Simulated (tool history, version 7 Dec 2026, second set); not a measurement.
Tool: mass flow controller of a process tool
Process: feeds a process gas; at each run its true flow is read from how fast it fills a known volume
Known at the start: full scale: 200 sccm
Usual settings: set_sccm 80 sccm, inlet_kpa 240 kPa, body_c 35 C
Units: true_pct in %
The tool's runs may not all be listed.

Run 1, hour 0.0: usual settings. Result: true_pct 98.88 %.
Run 2, hour 97.8: usual settings. Result: true_pct 98.95 %.
Run 3, hour 140.5: usual settings. Result: true_pct 98.93 %.
Run 4, hour 226.0: usual settings. Result: true_pct 98.95 %.
Run 5, hour 297.0: usual settings. Result: true_pct 98.96 %.
Run 6, hour 385.9: usual settings. Result: true_pct 98.80 %.
Run 7, hour 448.6: usual settings. Result: true_pct 98.86 %.
Run 8, hour 546.2: usual settings but body_c 22 C. Result: true_pct 98.29 %.
Run 9, hour 634.2: usual settings but body_c 22 C. Result: true_pct 98.33 %.
Run 10, hour 688.0: usual settings but body_c 22 C. Result: true_pct 98.34 %.
Run 11, hour 748.4: usual settings but set_sccm 33 sccm. Result: true_pct 97.64 %.
Run 12, hour 844.3: usual settings. Result: true_pct 98.76 %.

Run 13 comes next. What will it give?
Run 13, hour 888.6: usual settings but inlet_kpa 175 kPa. Result: true_pct ?.

Run 13 gave true_pct 98.19 %.
Without the tool's hidden state the same run would have given true_pct 99.50 %.
